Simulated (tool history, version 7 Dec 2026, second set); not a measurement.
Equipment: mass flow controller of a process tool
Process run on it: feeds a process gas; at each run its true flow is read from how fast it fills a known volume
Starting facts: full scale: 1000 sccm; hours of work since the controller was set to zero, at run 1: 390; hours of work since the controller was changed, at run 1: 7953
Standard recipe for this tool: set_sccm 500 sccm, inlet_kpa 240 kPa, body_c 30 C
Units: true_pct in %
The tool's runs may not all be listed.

| run | hour | set_sccm | inlet_kpa | body_c | hours of work since the controller was set to zero | hours of work since the controller was changed | true_pct |
|---|---|---|---|---|---|---|---|
| 1 | 0.0 | 500 | 240 | 30 | 390 | 7953 | 97.82 |
| 2 | 571.8 | 500 | 240 | 30 | 785 | 8347 | 97.79 |
| 3 | 1152.6 | 500 | 240 | 30 | 1185 | 8748 | 97.93 |
| 4 | 1720.9 | 500 | 240 | 30 | 1577 | 9139 | 97.83 |
| 5 | 1981.9 | 500 | 240 | 21 | 1757 | 9320 | 98.77 |
| 6 | 2362.7 | 500 | 240 | 21 | 2020 | 9582 | 98.71 |
| 7 | 2770.1 | 500 | 240 | 21 | 2301 | 9863 | 98.79 |
| 8 | 3099.9 | 500 | 232 | 21 | 2528 | 10091 | 98.79 |
| 9 | 3504.8 | 500 | 240 | 30 | 2807 | 10370 | 97.78 |
| 10 | 3968.1 | 500 | 240 | 30 | 3127 | 10689 | 97.78 |
| 11 | 4275.8 | 189 | 240 | 30 | 3339 | 10902 | 96.65 |
| 12 | 4827.4 | 189 | 240 | 30 | 3720 | 11282 | 96.73 |
| 13 | 5338.0 | 189 | 240 | 30 | 4072 | 11634 | 96.69 |
| 14 | 5921.2 | 189 | 240 | 30 | 4474 | 12036 | 96.69 |
| 15 | 6297.8 | 189 | 240 | 30 | 4734 | 12296 | 96.67 |
| 16 | 6788.0 | 189 | 240 | 30 | 5072 | 12634 | 96.65 |
| 17 | 7345.3 | 500 | 187 | 30 | 5456 | 13019 | 97.66 |
| 18 | 7591.6 | 500 | 187 | 30 | 5626 | 13189 | 97.68 |
| 19 | 7930.7 | 500 | 240 | 28 | 5860 | 13422 | 98.08 |
|  | 8129.7 | controller exchanged for a calibrated one |
| 20 | 8345.9 | 500 | 240 | 28 | 149 | 149 | 98.05 |
| 21 | 8747.9 | 500 | 240 | 30 | 426 | 426 | 97.72 |
| 22 | 9013.6 | 500 | 240 | 29 | 610 | 610 | 97.95 |
| 23 | 9305.0 | 500 | 240 | 30 | 811 | 811 | 97.79 |
| 24 | 9829.0 | 500 | 240 | 30 | 1172 | 1172 | 97.79 |
| 25 | 10328.2 | 158 | 269 | 30 | 1516 | 1516 | 96.76 |
| 26 | 10631.9 | 113 | 226 | 30 | 1726 | 1726 | 96.58 |
| 27 | 10965.4 | 113 | 226 | 30 | 1956 | 1956 | 96.43 |
| 28 | 11507.1 | 162 | 229 | 25 | 2329 | 2329 | 97.12 |
| 29 | 12043.1 | 355 | 243 | 34 | 2699 | 2699 | 96.87 |
| 30 | 12463.3 | 244 | 266 | 30 | 2989 | 2989 | 97.01 |
| 31 | 12748.8 | 500 | 240 | 32 | 3186 | 3186 | 97.65 |
| 32 | 13333.5 | 385 | 153 | 28 | 3589 | 3589 | 97.60 |
| 33 | 13919.5 | 385 | 153 | 28 | 3993 | 3993 | 97.44 |
| 34 | 14309.3 | 385 | 153 | 28 | 4262 | 4262 | 97.51 |
| 35 | 14863.4 | 325 | 240 | 30 | 4644 | 4644 | 97.25 |
| 36 | 15267.5 | 378 | 143 | 30 | 4923 | 4923 | 97.25 |
| 37 | 15824.1 | 378 | 166 | 39 | 5307 | 5307 | 96.33 |
| 38 | 16161.7 | 697 | 221 | 23 | 5540 | 5540 | 99.23 |
| 39 | 16699.6 | 500 | 253 | 28 | 5911 | 5911 | 98.05 |
| 40 | 17163.0 | 500 | 205 | 22 | 6230 | 6230 | 98.60 |
| 41 | 17431.0 | 500 | 141 | 29 | 6415 | 6415 | 97.77 |
| 42 | 17773.3 | 500 | 141 | 29 | 6651 | 6651 | 97.79 |
| 43 | 18289.7 | 299 | 240 | 30 | 7008 | 7008 | 97.01 |
|  | 18624.3 | controller's zero set anew |
| 44 | 18654.2 | 158 | 240 | 25 | 21 | 7259 | 97.19 |
| 45 | 19090.6 | 187 | 182 | 20 | 322 | 7560 | 97.67 |
| 46 | 19483.8 | 351 | 214 | 30 | 593 | 7831 | 97.31 |
| 47 | 19880.9 | 351 | 214 | 30 | 867 | 8105 | 97.32 |

Alternative continuations, all from the tool just after run 47; predict every row:
| A | 20201.7 | 476 | 148 | 29 | 1088 | 8326 | ? |
| B | 20201.7 | 972 | 214 | 20 | 1088 | 8326 | ? |
| C | 20201.7 | 906 | 239 | 36 | 1088 | 8326 | ? |

| run | true_pct |
|---|---|
| A | 97.82 |
| B | 100.39 |
| C | 98.50 |
The same runs, with their run-to-run variation unchanged, on a tool lacking any hidden condition would have given:
| run | true_pct |
|---|---|
| A | 97.83 |
| B | 100.40 |
| C | 98.51 |

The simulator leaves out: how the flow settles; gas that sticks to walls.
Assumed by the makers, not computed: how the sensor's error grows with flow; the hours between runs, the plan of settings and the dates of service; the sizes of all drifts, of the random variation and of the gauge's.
